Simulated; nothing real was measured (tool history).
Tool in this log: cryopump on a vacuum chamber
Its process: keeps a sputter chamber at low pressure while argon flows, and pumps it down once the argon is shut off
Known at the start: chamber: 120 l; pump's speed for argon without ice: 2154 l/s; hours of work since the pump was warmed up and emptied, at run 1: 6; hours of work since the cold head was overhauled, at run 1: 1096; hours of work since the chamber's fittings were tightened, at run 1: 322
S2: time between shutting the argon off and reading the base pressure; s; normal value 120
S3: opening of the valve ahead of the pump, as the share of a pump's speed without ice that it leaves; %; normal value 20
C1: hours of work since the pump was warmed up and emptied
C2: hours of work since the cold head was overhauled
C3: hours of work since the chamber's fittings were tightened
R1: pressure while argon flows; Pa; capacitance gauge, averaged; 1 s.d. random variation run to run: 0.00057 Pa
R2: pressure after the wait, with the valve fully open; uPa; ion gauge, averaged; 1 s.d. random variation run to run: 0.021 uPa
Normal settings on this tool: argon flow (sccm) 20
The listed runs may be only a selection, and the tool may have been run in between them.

Run 1, hour 0: usual settings; C1 6; C2 1096; C3 322. Result: R1 0.0793 Pa, R2 0.56 uPa.
Run 2, hour 73.5: usual settings; C1 54; C2 1144; C3 369. Result: R1 0.0785 Pa, R2 0.56 uPa.
Run 3, hour 106.6: usual settings but argon flow (sccm) 30; C1 75; C2 1166; C3 391. Result: R1 0.1175 Pa, R2 0.55 uPa.
Run 4, hour 170.6: usual settings but argon flow (sccm) 10; C1 117; C2 1207; C3 432. Result: R1 0.0392 Pa, R2 0.59 uPa.
Run 5, hour 230.5: usual settings but argon flow (sccm) 10; C1 156; C2 1246; C3 471. Result: R1 0.0395 Pa, R2 0.59 uPa.
Run 6, hour 299.3: usual settings but argon flow (sccm) 10; C1 200; C2 1291; C3 516. Result: R1 0.0388 Pa, R2 0.64 uPa.
Run 7, hour 354.7: usual settings but argon flow (sccm) 10; C1 236; C2 1326; C3 552. Result: R1 0.0394 Pa, R2 0.65 uPa.
Run 8, hour 432.3: usual settings but argon flow (sccm) 36; C1 286; C2 1377; C3 602. Result: R1 0.1421 Pa, R2 0.7 uPa.
Run 9, hour 488.3: usual settings but argon flow (sccm) 36, S2 220 s; C1 323; C2 1413; C3 638. Result: R1 0.1423 Pa, R2 0.63 uPa.
Run 10, hour 523.7: usual settings; C1 346; C2 1436; C3 661. Result: R1 0.08 Pa, R2 0.71 uPa.
Run 11, hour 563.1: usual settings but S2 143 s; C1 371; C2 1462; C3 687. Result: R1 0.0789 Pa, R2 0.68 uPa.
Run 12, hour 617.5: usual settings but S2 143 s; C1 407; C2 1497; C3 722. Result: R1 0.0799 Pa, R2 0.71 uPa.
Run 13, hour 662.7: usual settings but S2 143 s; C1 436; C2 1526; C3 751. Result: R1 0.08 Pa, R2 0.78 uPa.
Run 14, hour 702.1: usual settings; C1 461; C2 1552; C3 777. Result: R1 0.0815 Pa, R2 0.83 uPa.
Run 15, hour 743.7: usual settings but argon flow (sccm) 9; C1 488; C2 1579; C3 804. Result: R1 0.0363 Pa, R2 0.81 uPa.
Run 16, hour 802.9: usual settings but argon flow (sccm) 9; C1 527; C2 1617; C3 842. Result: R1 0.0356 Pa, R2 0.86 uPa.
Run 17, hour 857: usual settings but argon flow (sccm) 9; C1 562; C2 1652; C3 877. Result: R1 0.0369 Pa, R2 0.86 uPa.
Run 18, hour 920.7: usual settings but argon flow (sccm) 9; C1 603; C2 1693; C3 919. Result: R1 0.036 Pa, R2 0.87 uPa.
Run 19, hour 994.6: usual settings but argon flow (sccm) 17, S2 20 s, S3 26 %; C1 651; C2 1741; C3 967. Result: R1 0.0529 Pa, R2 1.9 uPa.
Run 20, hour 1046.2: usual settings but argon flow (sccm) 17, S2 20 s, S3 26 %; C1 685; C2 1775; C3 1000. Result: R1 0.0536 Pa, R2 1.86 uPa.
Run 21, hour 1120: usual settings but argon flow (sccm) 10, S2 107 s; C1 732; C2 1823; C3 1048. Result: R1 0.0404 Pa, R2 0.96 uPa.
Run 22, hour 1189.1: usual settings but argon flow (sccm) 16, S3 51 %; C1 777; C2 1868; C3 1093. Result: R1 0.0263 Pa, R2 1.01 uPa.
Run 23, hour 1222.9: usual settings but argon flow (sccm) 16, S2 35 s, S3 37 %; C1 799; C2 1889; C3 1115. Result: R1 0.0359 Pa, R2 1.47 uPa.
Run 24, hour 1295.3: usual settings but argon flow (sccm) 16, S2 35 s, S3 37 %; C1 846; C2 1936; C3 1162. Result: R1 0.037 Pa, R2 1.54 uPa.
Run 25, hour 1356.6: usual settings but S2 39 s; C1 886; C2 1976; C3 1201. Result: R1 0.0818 Pa, R2 1.46 uPa.
At hour 1412.9: leaking fittings of the chamber tightened, without venting.
Run 26, hour 1426.8: usual settings but S2 34 s, S3 27 %; C1 930; C2 2020; C3 9. Result: R1 0.0619 Pa, R2 0.82 uPa.
Run 27, hour 1507.2: usual settings but argon flow (sccm) 37, S2 34 s, S3 26 %; C1 982; C2 2073; C3 61. Result: R1 0.1176 Pa, R2 0.86 uPa.
Run 28, hour 1560.2: usual settings but argon flow (sccm) 13, S2 53 s, S3 26 %; C1 1017; C2 2107; C3 96. Result: R1 0.0419 Pa, R2 0.6 uPa.
Run 29, hour 1613.2: usual settings but argon flow (sccm) 33, S2 200 s, S3 26 %; C1 1051; C2 2141; C3 130. Result: R1 0.1056 Pa, R2 0.35 uPa.
Run 30, hour 1660: usual settings but argon flow (sccm) 33, S2 200 s, S3 26 %; C1 1081; C2 2172; C3 160. Result: R1 0.1063 Pa, R2 0.41 uPa.
At hour 1674.3: pump warmed up, emptied and cooled again.
Run 31, hour 1718.7: usual settings but argon flow (sccm) 12, S2 277 s, S3 22 %; C1 29; C2 2206; C3 195. Result: R1 0.0436 Pa, R2 0.34 uPa.
Run 32, hour 1758.4: usual settings but argon flow (sccm) 27, S2 217 s; C1 55; C2 2232; C3 221. Result: R1 0.1065 Pa, R2 0.32 uPa.
Run 33, hour 1815.3: usual settings but argon flow (sccm) 27, S2 217 s; C1 91; C2 2269; C3 258. Result: R1 0.1061 Pa, R2 0.37 uPa.
Run 34, hour 1858.2: usual settings but argon flow (sccm) 11, S2 85 s; C1 119; C2 2297; C3 286. Result: R1 0.0438 Pa, R2 0.53 uPa.

Predict each of these 4 candidate next runs independently; none follows another, all start after run 34:
Run A, hour 1927.3: usual settings but argon flow (sccm) 11, S2 85 s, S3 38 %; C1 164; C2 2342; C3 330. Result: R1 ?, R2 ?.
Run B, hour 1927.3: usual settings but argon flow (sccm) 9, S3 16 %; C1 164; C2 2342; C3 330. Result: R1 ?, R2 ?.
Run C, hour 1927.3: usual settings but S2 87 s, S3 34 %; C1 164; C2 2342; C3 330. Result: R1 ?, R2 ?.
Run D, hour 1927.3: usual settings but S2 67 s, S3 21 %; C1 164; C2 2342; C3 330. Result: R1 ?, R2 ?.

run      R1    R2
  A  0.0235  0.58
  B  0.0449  0.53
  C  0.0471  0.54
  D   0.076  0.64
Had the tool no hidden state, the same runs would have come out as:
run      R1    R2
  A  0.0229  0.38
  B  0.0445  0.34
  C  0.0462  0.35
  D   0.075  0.45

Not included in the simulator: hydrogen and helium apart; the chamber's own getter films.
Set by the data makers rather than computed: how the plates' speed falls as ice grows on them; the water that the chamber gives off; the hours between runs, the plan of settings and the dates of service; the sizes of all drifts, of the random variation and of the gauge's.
